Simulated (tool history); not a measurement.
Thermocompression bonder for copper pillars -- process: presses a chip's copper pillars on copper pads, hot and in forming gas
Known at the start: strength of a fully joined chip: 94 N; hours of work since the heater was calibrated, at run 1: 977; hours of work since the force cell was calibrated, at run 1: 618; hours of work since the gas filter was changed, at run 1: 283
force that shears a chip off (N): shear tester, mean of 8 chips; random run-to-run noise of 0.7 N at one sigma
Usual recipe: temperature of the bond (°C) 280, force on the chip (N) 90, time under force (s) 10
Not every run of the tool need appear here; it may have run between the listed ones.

run   hour  temperature of the bond (°C)  force on the chip (N)  time under force (s)  hours of work since the heater was calibrated  hours of work since the force cell was calibrated  hours of work since the gas filter was changed  force that shears a chip off (N)
  1    0.0                           280                     90                    10                                            977                                                618                                             283                              50.5
  2   25.2                           280                     90                     6                                            993                                                634                                             300                              41.5
  3   38.7                           280                     90                     6                                           1002                                                643                                             309                              43.2
  4   68.7                           280                     90                     6                                           1022                                                662                                             328                              43.0
  5   84.1                           280                     90                    18                                           1032                                                673                                             338                              60.2
  6  113.1                           280                     90                    18                                           1051                                                691                                             357                              58.9
     117.6  -- forming gas filter changed
  7  137.0                           280                     90                    10                                           1066                                                707                                              13                              56.0
  8  167.5                           280                     90                    10                                           1086                                                727                                              33                              55.7
  9  181.7                           280                     90                    10                                           1095                                                736                                              42                              54.1
 10  198.5                           280                     63                    10                                           1106                                                747                                              53                              44.0
 11  225.4                           252                     90                    10                                           1124                                                765                                              70                              40.1
 12  254.6                           298                     90                    16                                           1143                                                784                                              90                              70.3
 13  271.2                           271                     88                    17                                           1154                                                794                                             100                              56.5
 14  285.0                           271                    109                    15                                           1163                                                803                                             109                              60.8
 15  309.5                           308                    107                    21                                           1179                                                819                                             125                              82.3
     313.7  -- force cell calibrated
     321.2  -- heater calibrated with a thermocouple chip
 16  325.8                           278                    130                     7                                              3                                                  7                                             134                              51.8
 17  347.5                           278                    130                     7                                             17                                                 21                                             148                              51.4
 18  366.9                           260                     83                    13                                             30                                                 33                                             161                              39.3
     388.6  -- force cell calibrated, once more
 19  395.5                           278                     63                    10                                             48                                                  5                                             178                              35.2
 20  410.6                           266                     90                    14                                             57                                                 14                                             188                              43.3
 21  433.1                           264                     76                    24                                             72                                                 29                                             203                              45.9
 22  463.0                           288                     84                    11                                             92                                                 49                                             222                              50.1

Here are 4 independent what-if runs from the current tool condition. What would each one return?
  A  488.1                           258                    122                    24                                            108                                                 65                                             239                                 ?
  B  488.1                           306                     92                    11                                            108                                                 65                                             239                                 ?
  C  488.1                           288                     84                    14                                            108                                                 65                                             239                                 ?
  D  488.1                           288                     84                    28                                            108                                                 65                                             239                                 ?

run  force that shears a chip off (N)
  A                              56.2
  B                              61.1
  C                              53.0
  D                              63.2
Had the tool no hidden state, the same runs would have come out as:
run  force that shears a chip off (N)
  A                              59.4
  B                              64.7
  C                              56.0
  D                              67.0
